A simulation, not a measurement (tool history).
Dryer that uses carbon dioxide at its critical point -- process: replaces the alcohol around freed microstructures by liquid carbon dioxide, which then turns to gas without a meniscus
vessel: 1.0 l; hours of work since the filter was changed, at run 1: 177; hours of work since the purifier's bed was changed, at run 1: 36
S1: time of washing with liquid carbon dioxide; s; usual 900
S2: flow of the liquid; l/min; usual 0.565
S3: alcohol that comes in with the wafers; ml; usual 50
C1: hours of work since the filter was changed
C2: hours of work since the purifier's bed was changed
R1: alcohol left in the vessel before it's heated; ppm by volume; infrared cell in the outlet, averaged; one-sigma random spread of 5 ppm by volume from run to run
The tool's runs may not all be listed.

Run 1, hour 0: usual settings; C1 177; C2 36. Result: R1 43 ppm by volume.
Run 2, hour 44.7: usual settings; C1 203; C2 61. Result: R1 54 ppm by volume.
Run 3, hour 104.5: usual settings; C1 237; C2 96. Result: R1 57 ppm by volume.
Run 4, hour 158.3: usual settings; C1 268; C2 126. Result: R1 73 ppm by volume.
Run 5, hour 207.6: usual settings; C1 296; C2 155. Result: R1 83 ppm by volume.
At hour 214: inlet filter changed.
Run 6, hour 253.4: usual settings but S2 0.424 l/min; C1 23; C2 180. Result: R1 135 ppm by volume.
Run 7, hour 299.3: usual settings but S2 0.424 l/min; C1 49; C2 207. Result: R1 134 ppm by volume.
Run 8, hour 363.7: usual settings but S3 112 ml; C1 86; C2 244. Result: R1 67 ppm by volume.
Run 9, hour 400.9: usual settings but S2 0.342 l/min; C1 107; C2 265. Result: R1 472 ppm by volume.
Run 10, hour 449.8: usual settings but S2 0.342 l/min; C1 135; C2 293. Result: R1 524 ppm by volume.
Run 11, hour 480.4: usual settings but S2 0.342 l/min; C1 153; C2 310. Result: R1 551 ppm by volume.
Run 12, hour 528.4: usual settings; C1 180; C2 338. Result: R1 59 ppm by volume.
Run 13, hour 575.7: usual settings; C1 207; C2 365. Result: R1 65 ppm by volume.
Run 14, hour 637.3: usual settings; C1 243; C2 400. Result: R1 73 ppm by volume.
Run 15, hour 696.7: usual settings; C1 277; C2 434. Result: R1 75 ppm by volume.
At hour 734.1: inlet filter changed.
Run 16, hour 742: usual settings; C1 5; C2 460. Result: R1 36 ppm by volume.
Run 17, hour 772.7: usual settings but S3 71 ml; C1 22; C2 477. Result: R1 36 ppm by volume.
Run 18, hour 823.5: usual settings but S3 71 ml; C1 51; C2 506. Result: R1 54 ppm by volume.
Run 19, hour 870.8: usual settings but S3 70 ml; C1 78; C2 534. Result: R1 58 ppm by volume.
Run 20, hour 913.6: usual settings; C1 103; C2 558. Result: R1 49 ppm by volume.
Run 21, hour 957: usual settings but S2 0.349 l/min; C1 128; C2 583. Result: R1 511 ppm by volume.
Run 22, hour 986.4: usual settings but S2 0.349 l/min; C1 145; C2 600. Result: R1 526 ppm by volume.
Run 23, hour 1033.9: usual settings but S2 0.911 l/min; C1 172; C2 627. Result: R1 26 ppm by volume.
Run 24, hour 1082.5: usual settings but S1 1260 s, S2 0.807 l/min, S3 69 ml; C1 200; C2 655. Result: R1 23 ppm by volume.
Run 25, hour 1141.1: usual settings but S1 1260 s, S2 0.807 l/min, S3 69 ml; C1 233; C2 688. Result: R1 25 ppm by volume.
Run 26, hour 1193: usual settings but S1 1380 s, S2 0.366 l/min, S3 46 ml; C1 263; C2 718. Result: R1 78 ppm by volume.
Run 27, hour 1229.9: usual settings but S1 1380 s, S2 0.366 l/min, S3 46 ml; C1 284; C2 739. Result: R1 80 ppm by volume.
At hour 1253.9: inlet filter changed.
Run 28, hour 1277.8: usual settings but S2 0.352 l/min, S3 73 ml; C1 14; C2 766. Result: R1 468 ppm by volume.
Run 29, hour 1312.1: usual settings but S2 0.352 l/min, S3 73 ml; C1 33; C2 786. Result: R1 487 ppm by volume.
Run 30, hour 1350.1: usual settings but S1 780 s, S3 92 ml; C1 55; C2 808. Result: R1 128 ppm by volume.
Run 31, hour 1414.7: usual settings but S1 1020 s, S2 0.937 l/min, S3 115 ml; C1 92; C2 845. Result: R1 39 ppm by volume.
Run 32, hour 1475.7: usual settings but S1 1020 s, S2 0.903 l/min, S3 74 ml; C1 127; C2 880. Result: R1 28 ppm by volume.
Run 33, hour 1517.3: usual settings but S1 1020 s, S2 0.903 l/min, S3 74 ml; C1 151; C2 903. Result: R1 27 ppm by volume.
Run 34, hour 1552.7: usual settings but S1 1080 s, S2 0.903 l/min, S3 74 ml; C1 171; C2 924. Result: R1 26 ppm by volume.
Run 35, hour 1613.5: usual settings but S1 960 s, S2 0.37 l/min; C1 206; C2 959. Result: R1 350 ppm by volume.
Run 36, hour 1666.4: usual settings but S1 960 s, S2 0.37 l/min; C1 236; C2 989. Result: R1 391 ppm by volume.
Run 37, hour 1729.5: usual settings but S1 720 s, S2 0.703 l/min, S3 29 ml; C1 273; C2 1025. Result: R1 76 ppm by volume.
At hour 1773.4: inlet filter changed.
Run 38, hour 1784.4: usual settings but S1 720 s, S2 0.703 l/min, S3 29 ml; C1 6; C2 1056. Result: R1 44 ppm by volume.
At hour 1830.3: purifier's bed changed.
Run 39, hour 1849.3: usual settings but S1 1080 s, S2 0.922 l/min; C1 42; C2 11. Result: R1 3 ppm by volume.
Run 40, hour 1919.2: usual settings but S1 1080 s, S2 0.922 l/min; C1 82; C2 51. Result: R1 2 ppm by volume.
Run 41, hour 1964.4: usual settings but S1 960 s, S3 92 ml; C1 108; C2 77. Result: R1 25 ppm by volume.
Run 42, hour 2026.6: usual settings but S1 1140 s, S2 0.346 l/min; C1 143; C2 113. Result: R1 150 ppm by volume.
Run 43, hour 2061.1: usual settings but S1 540 s, S2 0.346 l/min; C1 163; C2 132. Result: R1 3262 ppm by volume.
Run 44, hour 2089.4: usual settings but S1 540 s, S2 0.346 l/min; C1 179; C2 149. Result: R1 3263 ppm by volume.
Run 45, hour 2133: usual settings but S2 0.909 l/min; C1 204; C2 173. Result: R1 10 ppm by volume.
Run 46, hour 2178.3: usual settings but S2 0.909 l/min; C1 230; C2 199. Result: R1 2 ppm by volume.

Hidden condition of the tool, last listed run before each entry between runs versus first listed run after:
Run 5 -> run 6: inlet filter changed (hour 214)
  flow that reaches the vessel past the clogged filter, %: 81.1 -> 98.1; alcohol in the recycled carbon dioxide, ppm: 9.7 -> 10.4
  measured result minus the result with no hidden state, R1: +61 -> +18 ppm by volume
Run 15 -> run 16: inlet filter changed (hour 734.1)
  flow that reaches the vessel past the clogged filter, %: 82.8 -> 98.5; alcohol in the recycled carbon dioxide, ppm: 17.6 -> 18.4
  measured result minus the result with no hidden state, R1: +58 -> +15 ppm by volume
Run 27 -> run 28: inlet filter changed (hour 1253.9)
  flow that reaches the vessel past the clogged filter, %: 81.4 -> 98.8; alcohol in the recycled carbon dioxide, ppm: 26.4 -> 27.2
  measured result minus the result with no hidden state, R1: +65 -> +50 ppm by volume
Run 37 -> run 38: inlet filter changed (hour 1773.4)
  flow that reaches the vessel past the clogged filter, %: 83 -> 99.3; alcohol in the recycled carbon dioxide, ppm: 34.7 -> 35.5
  measured result minus the result with no hidden state, R1: +59 -> +31 ppm by volume
Run 38 -> run 39: purifier's bed changed (hour 1830.3)
  flow that reaches the vessel past the clogged filter, %: 99.3 -> 97.1; alcohol in the recycled carbon dioxide, ppm: 35.5 -> 5.4
  measured result minus the result with no hidden state, R1: +31 -> +0 ppm by volume
